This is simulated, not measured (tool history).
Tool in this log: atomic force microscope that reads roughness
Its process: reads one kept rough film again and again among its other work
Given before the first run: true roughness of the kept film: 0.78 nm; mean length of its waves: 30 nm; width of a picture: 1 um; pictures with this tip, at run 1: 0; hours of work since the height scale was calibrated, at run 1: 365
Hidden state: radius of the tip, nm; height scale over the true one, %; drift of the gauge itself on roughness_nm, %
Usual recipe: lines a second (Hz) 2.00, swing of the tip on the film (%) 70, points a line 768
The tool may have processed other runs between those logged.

run	hour	lines a second (Hz)	swing of the tip on the film (%)	points a line	pictures with this tip	hours of work since the height scale was calibrated	roughness of the kept film (nm (root mean square))
1	0.0	2.00	70	768	0	365	0.700
2	58.9	2.00	70	549	94	397	0.708
3	88.4	2.00	70	549	141	413	0.701
4	123.0	0.92	70	768	197	432	0.738
# hour 173.9: new tip fitted
5	176.8	2.00	70	768	4	461	0.700
6	220.5	2.00	70	768	74	484	0.710
7	256.0	2.00	70	768	131	504	0.702
8	286.9	2.00	70	768	180	520	0.699
9	318.5	2.00	70	768	231	537	0.695
# hour 349.7: new tip fitted
10	368.0	2.00	62	768	30	564	0.720
11	409.7	2.00	62	768	96	586	0.724
12	459.8	2.00	62	768	177	613	0.729
13	484.4	2.00	81	768	216	627	0.658
# hour 521.5: new tip fitted
14	534.8	2.00	81	768	21	654	0.661
15	575.3	1.87	70	768	86	676	0.707
16	631.9	1.87	70	768	176	706	0.699
17	679.8	1.87	70	768	253	732	0.709
# hour 695.1: new tip fitted
18	710.8	1.87	70	768	25	749	0.710
19	747.5	1.87	70	287	84	768	0.694
20	799.0	0.76	70	639	166	796	0.740
21	858.2	2.00	70	335	261	828	0.695
# hour 870.0: new tip fitted
22	907.1	0.81	70	512	60	854	0.737
23	961.7	0.81	80	446	147	884	0.723
24	1009.6	2.16	60	315	224	910	0.722
25	1034.7	0.78	70	403	264	923	0.736
# hour 1046.0: new tip fitted
26	1072.3	0.74	64	645	42	943	0.749
27	1108.0	0.74	64	645	99	963	0.753
28	1156.9	0.74	67	264	178	989	0.738
29	1197.1	0.74	67	264	242	1011	0.739
# hour 1220.2: new tip fitted
30	1236.9	0.74	67	271	27	1032	0.734
31	1271.5	0.74	67	271	82	1051	0.736
32	1319.3	0.74	67	975	159	1077	0.745
33	1357.7	0.74	67	975	220	1097	0.741
34	1387.5	2.00	70	258	268	1113	0.690
# hour 1393.4: new tip fitted
35	1434.5	0.69	78	680	66	1138	0.733
36	1494.1	0.69	78	680	161	1171	0.727

Branching from run 36: 5 alternative next runs. What would each branch give?
A	1525.2	1.67	78	680	211	1188	?
B	1525.2	0.69	80	680	211	1188	?
C	1525.2	0.69	78	805	211	1188	?
D	1525.2	2.00	86	491	211	1188	?
E	1525.2	0.78	74	680	211	1188	?

run	roughness of the kept film (nm (root mean square))
A	0.684
B	0.722
C	0.730
D	0.640
E	0.736
Stripped of hidden state, with their random variation kept, the same runs would have yielded:
run	roughness of the kept film (nm (root mean square))
A	0.685
B	0.724
C	0.732
D	0.641
E	0.738

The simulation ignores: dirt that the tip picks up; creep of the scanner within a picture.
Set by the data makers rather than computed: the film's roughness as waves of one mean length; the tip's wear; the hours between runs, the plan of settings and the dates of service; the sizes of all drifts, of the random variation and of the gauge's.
